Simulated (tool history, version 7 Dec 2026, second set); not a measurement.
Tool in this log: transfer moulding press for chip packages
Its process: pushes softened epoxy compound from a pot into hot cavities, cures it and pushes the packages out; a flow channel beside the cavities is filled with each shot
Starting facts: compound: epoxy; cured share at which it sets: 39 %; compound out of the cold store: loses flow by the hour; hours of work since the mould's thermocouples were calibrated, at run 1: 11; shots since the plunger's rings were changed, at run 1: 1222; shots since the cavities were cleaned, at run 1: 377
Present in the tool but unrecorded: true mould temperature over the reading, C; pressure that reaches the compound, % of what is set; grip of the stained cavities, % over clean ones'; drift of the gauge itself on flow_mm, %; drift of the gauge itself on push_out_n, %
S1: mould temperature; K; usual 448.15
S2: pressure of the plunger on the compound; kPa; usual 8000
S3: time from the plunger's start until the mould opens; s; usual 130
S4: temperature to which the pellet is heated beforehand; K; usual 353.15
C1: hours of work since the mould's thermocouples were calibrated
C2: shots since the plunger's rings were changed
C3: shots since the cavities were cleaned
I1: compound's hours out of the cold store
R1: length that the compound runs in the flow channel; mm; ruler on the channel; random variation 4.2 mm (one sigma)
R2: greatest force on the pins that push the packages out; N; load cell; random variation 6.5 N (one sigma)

run 1 hour=0 | S1=448.15 S2=8000 S3=130 S4=353.15 | C1=11 C2=1222 C3=377 | I1=37.4 | R1=913 R2=425
-- hour=44 cavities cleaned with cleaning compound and waxed
run 2 hour=62.7 | S1=448.15 S2=8000 S3=122 S4=353.15 | C1=57 C2=1914 C3=211 | I1=30.6 | R1=939 R2=412
-- hour=123.5 cavities cleaned with cleaning compound and waxed
run 3 hour=123.5 | S1=448.15 S2=8000 S3=122 S4=353.15 | C1=102 C2=2586 C3=0 | I1=31.8 | R1=923 R2=274
run 4 hour=175.8 | S1=448.15 S2=8000 S3=122 S4=353.15 | C1=141 C2=3177 C3=591 | I1=17.2 | R1=992 R2=496
-- hour=202 cavities cleaned with cleaning compound and waxed
run 5 hour=229 | S1=448.15 S2=8000 S3=122 S4=353.15 | C1=180 C2=3762 C3=305 | I1=30.3 | R1=913 R2=443
run 6 hour=275.6 | S1=448.15 S2=8000 S3=122 S4=353.15 | C1=215 C2=4289 C3=832 | I1=37.2 | R1=870 R2=504
-- hour=282.2 cavities cleaned with cleaning compound and waxed
run 7 hour=316 | S1=448.15 S2=6690 S3=130 S4=353.15 | C1=245 C2=4729 C3=382 | I1=33.5 | R1=808 R2=407
-- hour=347 plunger's sealing rings changed
-- hour=361.4 cavities cleaned with cleaning compound and waxed
run 8 hour=361.4 | S1=448.15 S2=6690 S3=130 S4=353.15 | C1=276 C2=145 C3=0 | I1=26.8 | R1=897 R2=252
run 9 hour=412 | S1=440.15 S2=6690 S3=130 S4=353.15 | C1=314 C2=717 C3=572 | I1=47.3 | R1=826 R2=695
-- hour=417.5 mould's thermocouples calibrated
-- hour=441.2 cavities cleaned with cleaning compound and waxed
run 10 hour=441.2 | S1=448.15 S2=6240 S3=130 S4=353.15 | C1=17 C2=1009 C3=0 | I1=11.2 | R1=928 R2=288
run 11 hour=480.9 | S1=448.15 S2=6240 S3=130 S4=353.15 | C1=47 C2=1457 C3=448 | I1=19.6 | R1=886 R2=485
-- hour=518.4 cavities cleaned with cleaning compound and waxed
run 12 hour=542.9 | S1=448.15 S2=8000 S3=114 S4=363.15 | C1=92 C2=2142 C3=277 | I1=10.2 | R1=1046 R2=531
run 13 hour=588.4 | S1=448.15 S2=8000 S3=114 S4=363.15 | C1=126 C2=2657 C3=792 | I1=31.8 | R1=923 R2=598
-- hour=597.7 cavities cleaned with cleaning compound and waxed
run 14 hour=649.9 | S1=448.15 S2=8000 S3=114 S4=363.15 | C1=172 C2=3335 C3=591 | I1=42.4 | R1=860 R2=562
-- hour=675.1 cavities cleaned with cleaning compound and waxed
run 15 hour=686.7 | S1=448.15 S2=8000 S3=114 S4=363.15 | C1=198 C2=3735 C3=132 | I1=46.5 | R1=844 R2=434
run 16 hour=711.8 | S1=448.15 S2=8000 S3=114 S4=363.15 | C1=217 C2=4018 C3=415 | I1=9.6 | R1=1028 R2=619
-- hour=753.9 cavities cleaned with cleaning compound and waxed
run 17 hour=758.9 | S1=448.15 S2=8000 S3=114 S4=363.15 | C1=252 C2=4534 C3=57 | I1=37.2 | R1=876 R2=393

What if the next run were any one of these 3? Each begins from the tool's condition after run 17:
-- hour=772.3 mould's thermocouples calibrated, once more
run A hour=794.2 | S1=445.15 S2=8000 S3=130 S4=353.15 | C1=16 C2=4910 C3=433 | I1=43.5 | R1=? R2=?
-- hour=772.3 mould's thermocouples calibrated, once more
run B hour=794.2 | S1=448.15 S2=8000 S3=142 S4=353.15 | C1=16 C2=4910 C3=433 | I1=12.5 | R1=? R2=?
-- hour=772.3 mould's thermocouples calibrated, once more
run C hour=794.2 | S1=447.15 S2=6950 S3=168 S4=353.15 | C1=16 C2=4910 C3=433 | I1=35.3 | R1=? R2=?

run=A R1=850 R2=455
run=B R1=987 R2=383
run=C R1=815 R2=330
Stripped of hidden state, with their random variation kept, the same runs would have yielded:
run=A R1=910 R2=271
run=B R1=1057 R2=229
run=C R1=873 R2=196
